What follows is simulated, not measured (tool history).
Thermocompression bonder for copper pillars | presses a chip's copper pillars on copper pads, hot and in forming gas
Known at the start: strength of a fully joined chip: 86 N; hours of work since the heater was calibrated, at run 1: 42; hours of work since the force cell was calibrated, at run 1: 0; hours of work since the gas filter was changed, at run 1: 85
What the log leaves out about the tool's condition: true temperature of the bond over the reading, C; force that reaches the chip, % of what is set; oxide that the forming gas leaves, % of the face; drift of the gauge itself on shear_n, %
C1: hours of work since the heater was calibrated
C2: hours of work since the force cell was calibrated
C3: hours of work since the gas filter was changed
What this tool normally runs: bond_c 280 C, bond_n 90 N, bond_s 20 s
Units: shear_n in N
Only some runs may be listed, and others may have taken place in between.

Run 1, hour 0: usual settings; C1 42; C2 0; C3 85. Result: shear_n 49.1 N.
Run 2, hour 65: usual settings but bond_c 284 C; C1 84; C2 42; C3 127. Result: shear_n 47.9 N.
Run 3, hour 110.1: usual settings but bond_c 284 C; C1 113; C2 71; C3 156. Result: shear_n 48.2 N.
Run 4, hour 166.1: usual settings but bond_c 284 C; C1 150; C2 108; C3 193. Result: shear_n 48.3 N.
Run 5, hour 220: usual settings but bond_s 14 s; C1 185; C2 143; C3 228. Result: shear_n 41.9 N.
Run 6, hour 278: usual settings but bond_s 14 s; C1 222; C2 180; C3 265. Result: shear_n 40.4 N.
Run 7, hour 341.2: usual settings but bond_n 106 N; C1 263; C2 222; C3 306. Result: shear_n 51.7 N.
Run 8, hour 378.6: usual settings but bond_n 126 N; C1 288; C2 246; C3 331. Result: shear_n 56.8 N.
Run 9, hour 438.1: usual settings but bond_n 126 N; C1 326; C2 284; C3 369. Result: shear_n 55.6 N.
Run 10, hour 505.2: usual settings but bond_n 59 N; C1 370; C2 328; C3 413. Result: shear_n 32.7 N.
At hour 565.3: forming gas filter changed.
Run 11, hour 578.9: usual settings but bond_s 15 s; C1 417; C2 375; C3 9. Result: shear_n 44.7 N.
Run 12, hour 648.9: usual settings; C1 463; C2 421; C3 54. Result: shear_n 49.9 N.
Run 13, hour 717.8: usual settings; C1 507; C2 466; C3 99. Result: shear_n 49.3 N.
Run 14, hour 763.2: usual settings; C1 537; C2 495; C3 128. Result: shear_n 49.7 N.
Run 15, hour 802.1: usual settings but bond_s 19 s; C1 562; C2 520; C3 154. Result: shear_n 47.6 N.
At hour 823.5: heater calibrated with a thermocouple chip.
Run 16, hour 864.5: usual settings; C1 27; C2 560; C3 193. Result: shear_n 46 N.
Run 17, hour 928.5: usual settings but bond_s 32 s; C1 68; C2 601; C3 234. Result: shear_n 51.6 N.
Run 18, hour 959.1: usual settings but bond_s 56 s; C1 88; C2 621; C3 254. Result: shear_n 60.6 N.
Run 19, hour 1025.4: usual settings but bond_s 56 s; C1 131; C2 664; C3 297. Result: shear_n 59.9 N.
Run 20, hour 1075.4: usual settings but bond_n 124 N; C1 164; C2 696; C3 330. Result: shear_n 56.4 N.
Run 21, hour 1113.5: usual settings but bond_n 124 N; C1 188; C2 721; C3 355. Result: shear_n 55.7 N.
Run 22, hour 1162.9: usual settings but bond_n 124 N; C1 220; C2 753; C3 387. Result: shear_n 54.9 N.
Run 23, hour 1225.7: usual settings but bond_n 105 N; C1 261; C2 794; C3 427. Result: shear_n 49 N.
At hour 1262.7: forming gas filter changed.
Run 24, hour 1298.1: usual settings but bond_n 105 N; C1 308; C2 841; C3 23. Result: shear_n 55.5 N.
Run 25, hour 1335.4: usual settings but bond_n 105 N; C1 332; C2 865; C3 47. Result: shear_n 54.1 N.
Run 26, hour 1380.9: usual settings but bond_n 105 N; C1 362; C2 894; C3 77. Result: shear_n 54.6 N.
Run 27, hour 1416.5: usual settings but bond_c 299 C, bond_n 131 N, bond_s 22 s; C1 385; C2 918; C3 100. Result: shear_n 73.5 N.
Run 28, hour 1482.5: usual settings but bond_s 11 s; C1 427; C2 960; C3 143. Result: shear_n 39.1 N.
Run 29, hour 1543.6: usual settings but bond_c 296 C, bond_n 83 N, bond_s 11 s; C1 467; C2 1000; C3 182. Result: shear_n 45.3 N.
Run 30, hour 1589.1: usual settings but bond_c 265 C, bond_s 55 s; C1 497; C2 1030; C3 212. Result: shear_n 54.1 N.
Run 31, hour 1632.3: usual settings but bond_c 265 C, bond_s 55 s; C1 525; C2 1058; C3 240. Result: shear_n 53.6 N.
Run 32, hour 1692.1: usual settings but bond_c 265 C, bond_s 55 s; C1 564; C2 1096; C3 279. Result: shear_n 54.9 N.
At hour 1712.5: heater calibrated with a thermocouple chip.
Run 33, hour 1727.9: usual settings but bond_c 277 C, bond_n 135 N, bond_s 21 s; C1 10; C2 1118; C3 301. Result: shear_n 55.6 N.
Run 34, hour 1792.3: usual settings but bond_n 59 N, bond_s 41 s; C1 52; C2 1160; C3 342. Result: shear_n 39.1 N.

Predict the results of run 35:
Run 35, hour 1865.7: usual settings but bond_c 281 C, bond_n 61 N, bond_s 17 s; C1 100; C2 1208; C3 390. Result: shear_n ?.

Run 35 came out at shear_n 29.3 N.
On a tool with no hidden condition, and with the same random variation, this run would have come out at shear_n 33.7 N.

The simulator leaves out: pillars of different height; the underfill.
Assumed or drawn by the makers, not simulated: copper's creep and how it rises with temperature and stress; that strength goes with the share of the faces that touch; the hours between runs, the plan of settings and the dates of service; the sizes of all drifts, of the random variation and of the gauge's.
